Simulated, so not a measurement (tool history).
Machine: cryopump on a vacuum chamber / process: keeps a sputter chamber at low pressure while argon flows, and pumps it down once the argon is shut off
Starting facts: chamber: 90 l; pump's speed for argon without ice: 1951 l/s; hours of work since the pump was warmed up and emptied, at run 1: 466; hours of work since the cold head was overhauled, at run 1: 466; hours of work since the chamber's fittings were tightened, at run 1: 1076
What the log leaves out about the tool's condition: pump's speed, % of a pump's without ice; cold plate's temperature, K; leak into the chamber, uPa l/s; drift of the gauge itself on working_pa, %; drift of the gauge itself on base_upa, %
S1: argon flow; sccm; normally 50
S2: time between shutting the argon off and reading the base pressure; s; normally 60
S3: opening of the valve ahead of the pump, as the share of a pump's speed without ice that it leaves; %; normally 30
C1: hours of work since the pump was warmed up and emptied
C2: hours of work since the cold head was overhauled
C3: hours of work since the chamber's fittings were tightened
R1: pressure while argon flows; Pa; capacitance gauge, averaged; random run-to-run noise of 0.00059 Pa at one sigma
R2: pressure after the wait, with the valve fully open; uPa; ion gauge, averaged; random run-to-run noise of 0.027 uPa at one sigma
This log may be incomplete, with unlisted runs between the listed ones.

run,hour,S1,S2,S3,C1,C2,C3,R1,R2
1,0.0,50,60,30,466,466,1076,0.1482,1.39
2,38.7,50,60,30,484,484,1095,0.1480,1.38
3,69.2,50,75,30,499,499,1109,0.1475,1.23
4,101.6,50,60,19,514,514,1125,0.2313,1.36
5,143.6,50,61,30,535,535,1145,0.1489,1.38
6,181.7,50,60,16,553,553,1163,0.2742,1.48
7,210.5,50,60,32,567,567,1177,0.1390,1.44
8,260.5,50,60,32,591,591,1201,0.1396,1.43
9,310.6,50,182,30,615,615,1225,0.1489,0.74
10,339.8,50,60,30,629,629,1239,0.1483,1.51
11,382.6,54,60,30,650,650,1260,0.1617,1.48
12,431.0,54,60,30,673,673,1283,0.1605,1.50
13,472.7,50,21,30,693,693,1303,0.1492,3.30
14,513.9,50,21,30,713,713,1323,0.1495,3.42
15,536.1,50,21,30,724,724,1334,0.1485,3.34
16,580.6,29,60,16,745,745,1355,0.1601,1.49
17,610.5,29,60,16,759,759,1370,0.1597,1.49
18,640.4,31,170,18,774,774,1384,0.1524,0.80
19,683.6,31,142,50,794,794,1405,0.0572,0.90
20,709.6,50,26,30,807,807,1417,0.1498,2.79
21,742.4,99,26,35,823,823,1433,0.2561,2.88
22,768.6,99,26,35,835,835,1446,0.2565,2.86
23,789.9,99,26,35,846,846,1456,0.2574,2.90
24,836.4,67,226,44,868,868,1478,0.1397,0.78
25,886.2,55,25,26,892,892,1502,0.1905,2.80
26,916.8,55,25,26,907,907,1517,0.1906,2.93
27,945.4,85,60,23,920,920,1531,0.3308,1.51
28,983.4,48,159,35,939,939,1549,0.1256,0.91
29,1018.5,48,159,35,956,956,1566,0.1259,0.90
30,1041.2,50,211,36,967,967,1577,0.1266,0.80

Alternative continuations, all from the tool just after run 30; predict every row:
# hour 1080.7: pump warmed up, emptied and cooled again
A,1098.6,50,52,36,9,992,1602,?,?
# hour 1080.7: pump warmed up, emptied and cooled again
B,1098.6,21,211,28,9,992,1602,?,?
# hour 1080.7: pump warmed up, emptied and cooled again
C,1098.6,52,67,26,9,992,1602,?,?
# hour 1080.7: pump warmed up, emptied and cooled again
D,1098.6,50,24,48,9,992,1602,?,?

run,R1,R2
A,0.1216,1.62
B,0.0648,0.73
C,0.1737,1.35
D,0.0915,3.02
What these runs would have given with no unlogged condition in the tool:
run,R1,R2
A,0.1208,1.31
B,0.0645,0.41
C,0.1729,1.04
D,0.0907,2.70
